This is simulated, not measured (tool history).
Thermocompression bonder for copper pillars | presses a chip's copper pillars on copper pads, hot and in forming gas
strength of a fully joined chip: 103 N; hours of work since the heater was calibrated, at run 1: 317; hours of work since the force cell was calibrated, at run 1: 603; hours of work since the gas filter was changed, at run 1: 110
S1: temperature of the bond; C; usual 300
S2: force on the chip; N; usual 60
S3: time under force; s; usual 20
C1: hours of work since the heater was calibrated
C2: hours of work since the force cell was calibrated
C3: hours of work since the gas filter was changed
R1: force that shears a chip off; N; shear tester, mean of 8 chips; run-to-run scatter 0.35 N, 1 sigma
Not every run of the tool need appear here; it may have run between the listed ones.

run 1 hour=0 | S1=300 S2=60 S3=20 | C1=317 C2=603 C3=110 | R1=43.3
run 2 hour=52.8 | S1=300 S2=60 S3=20 | C1=348 C2=634 C3=141 | R1=43
run 3 hour=132.3 | S1=300 S2=60 S3=44 | C1=394 C2=681 C3=188 | R1=56.1
-- hour=170.4 forming gas filter changed
run 4 hour=200 | S1=300 S2=60 S3=44 | C1=434 C2=720 C3=17 | R1=57.9
run 5 hour=260.1 | S1=300 S2=60 S3=20 | C1=469 C2=755 C3=53 | R1=44.1
run 6 hour=343.6 | S1=300 S2=60 S3=20 | C1=518 C2=804 C3=102 | R1=43.3
run 7 hour=392.7 | S1=300 S2=60 S3=20 | C1=547 C2=833 C3=130 | R1=43.4
run 8 hour=436.2 | S1=300 S2=80 S3=20 | C1=573 C2=859 C3=156 | R1=55.2
run 9 hour=519.5 | S1=300 S2=60 S3=20 | C1=621 C2=908 C3=205 | R1=42.6
-- hour=528.9 forming gas filter changed
run 10 hour=599.4 | S1=300 S2=60 S3=20 | C1=668 C2=954 C3=41 | R1=44.2
run 11 hour=640.7 | S1=300 S2=72 S3=53 | C1=692 C2=978 C3=66 | R1=68.4
run 12 hour=698.2 | S1=291 S2=83 S3=39 | C1=726 C2=1012 C3=99 | R1=63.8
run 13 hour=771.5 | S1=300 S2=38 S3=23 | C1=769 C2=1055 C3=142 | R1=30
run 14 hour=817.1 | S1=288 S2=77 S3=42 | C1=796 C2=1082 C3=169 | R1=61.1
-- hour=882.1 forming gas filter changed
run 15 hour=887.5 | S1=293 S2=59 S3=33 | C1=837 C2=1123 C3=3 | R1=49
run 16 hour=962 | S1=281 S2=44 S3=20 | C1=881 C2=1167 C3=47 | R1=26.5
run 17 hour=1017.4 | S1=281 S2=44 S3=20 | C1=913 C2=1199 C3=79 | R1=26.6

Branching from run 17: 4 alternative next runs. What would each branch give?
run A hour=1099.2 | S1=290 S2=44 S3=15 | C1=961 C2=1247 C3=127 | R1=?
run B hour=1099.2 | S1=307 S2=44 S3=20 | C1=961 C2=1247 C3=127 | R1=?
run C hour=1099.2 | S1=300 S2=50 S3=15 | C1=961 C2=1247 C3=127 | R1=?
run D hour=1099.2 | S1=298 S2=44 S3=31 | C1=961 C2=1247 C3=127 | R1=?

run=A R1=25.5
run=B R1=35
run=C R1=33.4
run=D R1=37.6
Take away the tool's hidden state, keep each run's random variation, and the runs would have read:
run=A R1=26.8
run=B R1=36.5
run=C R1=34.8
run=D R1=39.2

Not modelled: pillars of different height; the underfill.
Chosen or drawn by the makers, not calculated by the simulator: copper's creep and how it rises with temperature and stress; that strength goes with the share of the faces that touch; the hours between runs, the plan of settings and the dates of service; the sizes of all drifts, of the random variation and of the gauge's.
